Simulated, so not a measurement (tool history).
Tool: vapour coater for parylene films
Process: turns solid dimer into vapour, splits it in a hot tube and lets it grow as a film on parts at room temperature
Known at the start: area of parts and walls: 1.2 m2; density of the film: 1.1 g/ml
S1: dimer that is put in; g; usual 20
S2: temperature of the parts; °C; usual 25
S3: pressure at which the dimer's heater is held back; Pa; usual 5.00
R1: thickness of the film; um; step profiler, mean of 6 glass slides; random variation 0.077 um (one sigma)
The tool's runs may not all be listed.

run 1 hour=0.0 | S1=20 S2=25 S3=5.00 | R1=11.08
run 2 hour=25.4 | S1=11 S2=25 S3=5.00 | R1=6.06
run 3 hour=37.2 | S1=20 S2=25 S3=5.00 | R1=11.11
run 4 hour=50.6 | S1=20 S2=25 S3=5.00 | R1=11.12
run 5 hour=64.0 | S1=20 S2=25 S3=3.97 | R1=11.33
run 6 hour=82.5 | S1=20 S2=24 S3=5.00 | R1=11.35
run 7 hour=97.0 | S1=15 S2=24 S3=3.75 | R1=8.74

Forecast run 8:
run 8 hour=117.6 | S1=9 S2=25 S3=4.59 | R1=?

R1: 4.96 um
Without the tool's hidden state the same run would have given R1 4.98 um.

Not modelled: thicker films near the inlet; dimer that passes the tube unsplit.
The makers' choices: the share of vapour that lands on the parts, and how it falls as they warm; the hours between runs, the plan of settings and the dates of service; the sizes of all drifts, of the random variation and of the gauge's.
